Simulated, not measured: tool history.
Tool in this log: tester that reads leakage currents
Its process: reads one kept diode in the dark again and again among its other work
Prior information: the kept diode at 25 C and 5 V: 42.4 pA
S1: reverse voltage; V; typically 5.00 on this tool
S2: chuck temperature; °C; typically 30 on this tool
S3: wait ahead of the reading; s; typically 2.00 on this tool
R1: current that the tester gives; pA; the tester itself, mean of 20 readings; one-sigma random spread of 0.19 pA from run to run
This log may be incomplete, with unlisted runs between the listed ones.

| run | day | S1 | S2 | S3 | R1 |
|---|---|---|---|---|---|
| 1 | 0.000 | 5.00 | 30 | 2.00 | 74.75 |
| 2 | 7.525 | 5.00 | 30 | 2.00 | 75.10 |
| 3 | 12.117 | 5.00 | 30 | 2.00 | 75.38 |
|  | 15.938 | probe card cleaned and baked |
| 4 | 20.325 | 1.64 | 30 | 2.00 | 40.24 |
| 5 | 29.392 | 5.00 | 30 | 2.00 | 79.73 |
| 6 | 37.008 | 5.00 | 30 | 2.27 | 79.94 |
| 7 | 42.454 | 5.00 | 30 | 2.27 | 79.99 |
|  | 43.175 | probe card cleaned and baked, once more |
| 8 | 47.712 | 5.00 | 30 | 2.27 | 61.70 |
| 9 | 55.317 | 5.00 | 30 | 2.27 | 62.61 |
| 10 | 60.767 | 1.22 | 30 | 2.00 | 29.44 |
| 11 | 66.975 | 15.33 | 30 | 2.00 | 116.88 |
| 12 | 72.875 | 7.77 | 22 | 0.44 | 48.89 |
| 13 | 78.633 | 7.77 | 22 | 0.44 | 49.72 |
| 14 | 85.733 | 7.77 | 22 | 0.44 | 50.23 |
| 15 | 90.162 | 5.00 | 35 | 2.00 | 90.76 |
| 16 | 95.629 | 5.00 | 35 | 9.84 | 90.70 |
| 17 | 99.408 | 5.00 | 35 | 3.44 | 90.29 |
| 18 | 107.788 | 5.00 | 48 | 0.63 | 219.04 |
| 19 | 113.242 | 11.02 | 39 | 0.80 | 187.60 |

4 ways to go on from here, each from the tool as it stands after run 19. What would each give?
| A | 121.467 | 7.27 | 46 | 1.85 | ? |
| B | 121.467 | 5.00 | 30 | 1.37 | ? |
| C | 121.467 | 11.02 | 39 | 0.79 | ? |
| D | 121.467 | 4.31 | 30 | 2.00 | ? |

| run | R1 |
|---|---|
| A | 235.35 |
| B | 65.48 |
| C | 189.45 |
| D | 60.03 |
Take away the tool's hidden state, keep each run's random variation, and the runs would have read:
| run | R1 |
|---|---|
| A | 238.82 |
| B | 62.74 |
| C | 185.36 |
| D | 57.92 |
